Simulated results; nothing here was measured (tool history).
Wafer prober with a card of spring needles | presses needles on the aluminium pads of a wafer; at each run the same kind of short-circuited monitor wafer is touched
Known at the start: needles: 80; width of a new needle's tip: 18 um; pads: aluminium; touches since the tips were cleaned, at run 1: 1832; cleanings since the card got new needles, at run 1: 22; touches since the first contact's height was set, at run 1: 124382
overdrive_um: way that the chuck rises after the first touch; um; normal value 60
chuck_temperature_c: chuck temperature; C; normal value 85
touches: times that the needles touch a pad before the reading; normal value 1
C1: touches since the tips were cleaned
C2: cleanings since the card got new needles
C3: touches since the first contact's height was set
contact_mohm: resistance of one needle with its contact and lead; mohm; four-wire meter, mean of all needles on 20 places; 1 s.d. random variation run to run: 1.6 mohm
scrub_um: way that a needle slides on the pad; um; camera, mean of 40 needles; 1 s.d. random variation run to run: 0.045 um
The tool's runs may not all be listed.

Run 1, hour 0.0: usual settings; C1 1832; C2 22; C3 124382. Result: contact_mohm 180 mohm, scrub_um 12.27 um.
Run 2, hour 9.5: usual settings but overdrive_um 55 um; C1 4373; C2 22; C3 126923. Result: contact_mohm 222 mohm, scrub_um 11.26 um.
At hour 13.1: tips cleaned on abrasive film.
Run 3, hour 17.7: usual settings but overdrive_um 55 um; C1 1224; C2 23; C3 129078. Result: contact_mohm 188 mohm, scrub_um 11.14 um.
Run 4, hour 26.4: usual settings but overdrive_um 55 um; C1 3540; C2 23; C3 131394. Result: contact_mohm 215 mohm, scrub_um 11.15 um.
At hour 33.8: tips cleaned on abrasive film.
Run 5, hour 33.8: usual settings but overdrive_um 55 um; C1 8; C2 24; C3 133356. Result: contact_mohm 162 mohm, scrub_um 11.13 um.
Run 6, hour 39.2: usual settings; C1 1444; C2 24; C3 134792. Result: contact_mohm 183 mohm, scrub_um 12.23 um.
Run 7, hour 44.5: usual settings but overdrive_um 42 um; C1 2859; C2 24; C3 136207. Result: contact_mohm 255 mohm, scrub_um 8.39 um.
At hour 54.4: tips cleaned on abrasive film.
Run 8, hour 55.4: usual settings but chuck_temperature_c 80 C; C1 271; C2 25; C3 139100. Result: contact_mohm 160 mohm, scrub_um 12.24 um.
Run 9, hour 64.9: usual settings but chuck_temperature_c 80 C; C1 2814; C2 25; C3 141643. Result: contact_mohm 195 mohm, scrub_um 12.27 um.
Run 10, hour 73.9: usual settings but overdrive_um 59 um, chuck_temperature_c 29 C; C1 5205; C2 25; C3 144034. Result: contact_mohm 216 mohm, scrub_um 11.95 um.
At hour 74.7: tips cleaned on abrasive film.
Run 11, hour 84.5: usual settings but overdrive_um 65 um, chuck_temperature_c 66 C; C1 2612; C2 26; C3 146835. Result: contact_mohm 188 mohm, scrub_um 13.24 um.
Run 12, hour 94.5: usual settings but chuck_temperature_c 83 C, touches 3; C1 5277; C2 26; C3 149500. Result: contact_mohm 177 mohm, scrub_um 12.15 um.
At hour 95.1: tips cleaned on abrasive film.
Run 13, hour 107.5: usual settings but overdrive_um 43 um, chuck_temperature_c 77 C, touches 2; C1 3300; C2 27; C3 152946. Result: contact_mohm 220 mohm, scrub_um 8.54 um.
At hour 115.9: tips cleaned on abrasive film.
Run 14, hour 118.8: usual settings but overdrive_um 53 um, chuck_temperature_c 27 C, touches 2; C1 778; C2 28; C3 155940. Result: contact_mohm 166 mohm, scrub_um 10.60 um.

Forecast each of these 3 alternatives for the next run:
Run A, hour 126.6: usual settings but overdrive_um 53 um, chuck_temperature_c 70 C, touches 2; C1 2851; C2 28; C3 158013. Result: contact_mohm ?, scrub_um ?.
Run B, hour 126.6: usual settings but overdrive_um 53 um, chuck_temperature_c 42 C, touches 3; C1 2851; C2 28; C3 158013. Result: contact_mohm ?, scrub_um ?.
Run C, hour 126.6: usual settings but overdrive_um 75 um, touches 2; C1 2851; C2 28; C3 158013. Result: contact_mohm ?, scrub_um ?.

run  contact_mohm  scrub_um
  A           189     10.59
  B           171     10.53
  C           167     15.27
With the hidden condition removed and each run's random variation left untouched, the same runs would have given:
run  contact_mohm  scrub_um
  A           150     11.29
  B           146     11.23
  C           147     15.98
